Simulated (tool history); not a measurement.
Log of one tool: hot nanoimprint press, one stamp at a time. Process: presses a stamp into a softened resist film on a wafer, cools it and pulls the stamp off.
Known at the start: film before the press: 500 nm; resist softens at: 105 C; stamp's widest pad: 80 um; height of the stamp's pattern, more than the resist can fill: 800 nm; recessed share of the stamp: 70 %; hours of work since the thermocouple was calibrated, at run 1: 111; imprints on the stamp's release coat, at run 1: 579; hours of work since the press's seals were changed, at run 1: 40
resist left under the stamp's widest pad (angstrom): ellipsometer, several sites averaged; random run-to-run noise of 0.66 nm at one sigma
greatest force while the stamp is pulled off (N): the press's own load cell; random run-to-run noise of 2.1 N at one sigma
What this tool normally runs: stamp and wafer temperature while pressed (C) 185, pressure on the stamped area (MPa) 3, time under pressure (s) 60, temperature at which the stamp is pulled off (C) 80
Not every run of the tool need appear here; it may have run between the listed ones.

| run | hour | stamp and wafer temperature while pressed (C) | pressure on the stamped area (MPa) | time under pressure (s) | temperature at which the stamp is pulled off (C) | hours of work since the thermocouple was calibrated | imprints on the stamp's release coat | hours of work since the press's seals were changed | resist left under the stamp's widest pad (angstrom) | greatest force while the stamp is pulled off (N) |
|---|---|---|---|---|---|---|---|---|---|---|
| 1 | 0 | 185 | 3 | 60 | 80 | 111 | 579 | 40 | 1984 | 104 |
| 2 | 31.2 | 185 | 3 | 60 | 80 | 132 | 690 | 61 | 1994 | 101 |
| 3 | 62.6 | 185 | 3 | 60 | 80 | 153 | 802 | 83 | 1985 | 100 |
| 4 | 99.7 | 185 | 2.85 | 60 | 80 | 179 | 933 | 108 | 2039 | 102 |
| 5 | 127.9 | 185 | 2.85 | 60 | 80 | 198 | 1034 | 127 | 2051 | 102 |
| 6 | 149.5 | 185 | 2.85 | 60 | 80 | 212 | 1111 | 142 | 2044 | 100 |
| 7 | 170.4 | 185 | 2.85 | 60 | 80 | 227 | 1185 | 156 | 2053 | 97 |
| 8 | 195.8 | 185 | 2.85 | 60 | 80 | 244 | 1275 | 173 | 2039 | 99 |
| 9 | 225.8 | 185 | 2.85 | 60 | 80 | 264 | 1382 | 194 | 2047 | 100 |
| 10 | 248.4 | 184 | 2.85 | 60 | 80 | 280 | 1462 | 209 | 2128 | 102 |
|  | 269.3 | plate thermocouple calibrated |
|  | 280.2 | stamp cleaned and given a new release coat |
| 11 | 283.2 | 184 | 2.85 | 60 | 80 | 5 | 11 | 226 | 2135 | 103 |
| 12 | 316 | 184 | 2.85 | 60 | 80 | 28 | 127 | 249 | 2140 | 100 |
| 13 | 332.7 | 184 | 2.85 | 60 | 80 | 39 | 187 | 260 | 2143 | 99 |
| 14 | 368.9 | 183 | 2.85 | 60 | 80 | 64 | 315 | 285 | 2214 | 97 |
| 15 | 399.3 | 183 | 2.85 | 60 | 80 | 84 | 423 | 305 | 2224 | 98 |
| 16 | 416.1 | 175 | 2.58 | 60 | 80 | 96 | 483 | 317 | 3161 | 104 |
| 17 | 432.3 | 175 | 2.58 | 60 | 80 | 107 | 541 | 328 | 3156 | 102 |

Estimate the outcome of run 18 from the log above:
| 18 | 465 | 175 | 2.58 | 60 | 80 | 129 | 657 | 350 | ? | ? |

resist left under the stamp's widest pad (angstrom): 3166
greatest force while the stamp is pulled off (N): 103
Take away the tool's hidden state, keep the run-to-run variation as it was, and the same run would have given resist left under the stamp's widest pad (angstrom) 3166, greatest force while the stamp is pulled off (N) 102.
